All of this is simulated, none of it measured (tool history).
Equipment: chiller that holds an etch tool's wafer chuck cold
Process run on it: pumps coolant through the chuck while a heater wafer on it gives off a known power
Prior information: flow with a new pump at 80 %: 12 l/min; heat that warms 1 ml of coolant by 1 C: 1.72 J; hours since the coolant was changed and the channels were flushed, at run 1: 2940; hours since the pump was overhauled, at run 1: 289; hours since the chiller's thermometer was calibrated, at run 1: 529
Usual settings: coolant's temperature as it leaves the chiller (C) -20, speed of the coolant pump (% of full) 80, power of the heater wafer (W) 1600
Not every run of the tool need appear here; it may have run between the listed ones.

| run | hour | coolant's temperature as it leaves the chiller (C) | speed of the coolant pump (% of full) | power of the heater wafer (W) | hours since the coolant was changed and the channels were flushed | hours since the pump was overhauled | hours since the chiller's thermometer was calibrated | chuck's temperature once it has settled (C) | how much warmer the coolant comes back (C) |
|---|---|---|---|---|---|---|---|---|---|
| 1 | 0 | -20 | 80 | 1600 | 2940 | 289 | 529 | -5.7 | 4.73 |
| 2 | 47.2 | -20 | 80 | 2243 | 2987 | 336 | 576 | 0 | 6.59 |
| 3 | 110.7 | -20 | 80 | 2243 | 3051 | 399 | 639 | 0.2 | 6.57 |
| 4 | 154.2 | -20 | 80 | 2243 | 3094 | 443 | 683 | 0.3 | 6.58 |
| 5 | 241.6 | -20 | 80 | 2243 | 3182 | 530 | 770 | 0.4 | 6.62 |
| 6 | 317.9 | -20 | 80 | 1600 | 3258 | 607 | 846 | -5.4 | 4.7 |
| 7 | 388.3 | -20 | 80 | 1600 | 3328 | 677 | 917 | -5.4 | 4.72 |
| 8 | 471.1 | -20 | 80 | 1600 | 3411 | 760 | 1000 | -5.5 | 4.71 |
| 9 | 554.3 | -20 | 88 | 1600 | 3494 | 843 | 1083 | -6.1 | 4.24 |
| 10 | 625.3 | -20 | 88 | 1600 | 3565 | 914 | 1154 | -6.2 | 4.22 |
| 11 | 689.3 | -20 | 88 | 1600 | 3629 | 978 | 1218 | -6.3 | 4.19 |
| 12 | 772.5 | -20 | 88 | 1600 | 3713 | 1061 | 1301 | -6.2 | 4.29 |
| 13 | 839.5 | -20 | 88 | 1600 | 3780 | 1128 | 1368 | -6.2 | 4.25 |
| 14 | 893.8 | -20 | 88 | 1600 | 3834 | 1183 | 1422 | -6.3 | 4.28 |
| 15 | 943.2 | -20 | 80 | 1600 | 3883 | 1232 | 1472 | -5.6 | 4.7 |
| 16 | 1022 | -20 | 80 | 1600 | 3962 | 1311 | 1551 | -5.1 | 4.71 |
| 17 | 1093.6 | -20 | 80 | 1600 | 4034 | 1382 | 1622 | -5.2 | 4.77 |
| 18 | 1141.4 | -20 | 80 | 1600 | 4081 | 1430 | 1670 | -5.3 | 4.71 |
| 19 | 1183.1 | -20 | 78 | 2296 | 4123 | 1472 | 1712 | 1.6 | 7.05 |
| 20 | 1251.8 | -20 | 78 | 2296 | 4192 | 1541 | 1780 | 1.7 | 7.03 |
| 21 | 1335.1 | -26 | 75 | 2296 | 4275 | 1624 | 1864 | -3.8 | 7.29 |
| 22 | 1424.5 | -11 | 80 | 1761 | 4364 | 1713 | 1953 | 5.3 | 5.24 |
| 23 | 1469.1 | -20 | 62 | 1761 | 4409 | 1758 | 1998 | -0.8 | 7.07 |
| 24 | 1520.1 | -24 | 99 | 1600 | 4460 | 1809 | 2049 | -10.8 | 3.77 |
| 25 | 1602.3 | -24 | 99 | 2242 | 4542 | 1891 | 2131 | -5.6 | 5.28 |
| 26 | 1670.1 | -24 | 99 | 2242 | 4610 | 1959 | 2199 | -5.6 | 5.2 |
| 27 | 1730.2 | -18 | 84 | 1227 | 4670 | 2019 | 2259 | -7 | 3.48 |
| 28 | 1776.2 | -18 | 84 | 1227 | 4716 | 2065 | 2305 | -6.9 | 3.46 |
| 29 | 1814.1 | -29 | 84 | 1227 | 4754 | 2103 | 2343 | -18 | 3.51 |
| 30 | 1889.5 | -30 | 63 | 1058 | 4830 | 2178 | 2418 | -18.5 | 4.13 |
| 31 | 1935.1 | -30 | 63 | 1058 | 4875 | 2224 | 2464 | -18.4 | 4.2 |
| 32 | 1976.6 | -30 | 63 | 1058 | 4917 | 2265 | 2505 | -18.4 | 4.17 |
| 33 | 2035.5 | -20 | 75 | 1038 | 4975 | 2324 | 2564 | -10.1 | 3.32 |

Here are 3 independent what-if runs from the current tool condition. What would each one return?
| A | 2098.1 | -23 | 60 | 1999 | 5038 | 2387 | 2627 | ? | ? |
| B | 2098.1 | -20 | 90 | 1956 | 5038 | 2387 | 2627 | ? | ? |
| C | 2098.1 | -27 | 77 | 1600 | 5038 | 2387 | 2627 | ? | ? |

| run | chuck's temperature once it has settled (C) | how much warmer the coolant comes back (C) |
|---|---|---|
| A | -0.5 | 8.35 |
| B | -2.7 | 5.1 |
| C | -11.6 | 4.99 |
Had the tool no hidden state, the same runs would have come out as:
| run | chuck's temperature once it has settled (C) | how much warmer the coolant comes back (C) |
|---|---|---|
| A | -3 | 8.09 |
| B | -4.7 | 4.95 |
| C | -13.3 | 4.83 |
